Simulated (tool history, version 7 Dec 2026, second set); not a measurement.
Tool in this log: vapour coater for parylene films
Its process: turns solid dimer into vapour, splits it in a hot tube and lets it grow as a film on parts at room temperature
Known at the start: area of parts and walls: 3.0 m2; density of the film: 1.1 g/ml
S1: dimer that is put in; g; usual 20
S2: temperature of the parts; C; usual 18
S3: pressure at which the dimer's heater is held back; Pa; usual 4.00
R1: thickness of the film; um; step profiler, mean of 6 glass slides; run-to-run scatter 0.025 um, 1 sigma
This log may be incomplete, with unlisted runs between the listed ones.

run	day	S1	S2	S3	R1
1	0.000	20	18	4.00	4.31
2	1.833	20	18	4.00	4.31
3	2.858	20	18	4.77	4.30
4	4.525	20	18	4.77	4.30
5	6.046	20	18	4.77	4.26
# day 8.088: trap's valve overhauled
6	8.104	20	18	4.77	4.22
7	9.296	20	18	4.77	4.27
8	10.754	20	18	4.77	4.25
# day 11.129: table's thermometer calibrated
9	11.925	20	16	3.31	4.78
10	13.325	20	30	4.00	2.37

Alternative continuations, all from the tool just after run 10; predict every row:
A	14.346	20	16	4.00	?
B	14.346	29	11	7.56	?
C	14.346	19	12	4.00	?
D	14.346	8	18	4.00	?

run	R1
A	4.78
B	8.41
C	5.50
D	1.69
Without the tool's unlogged condition, the same runs would have read:
run	R1
A	4.82
B	8.48
C	5.55
D	1.71

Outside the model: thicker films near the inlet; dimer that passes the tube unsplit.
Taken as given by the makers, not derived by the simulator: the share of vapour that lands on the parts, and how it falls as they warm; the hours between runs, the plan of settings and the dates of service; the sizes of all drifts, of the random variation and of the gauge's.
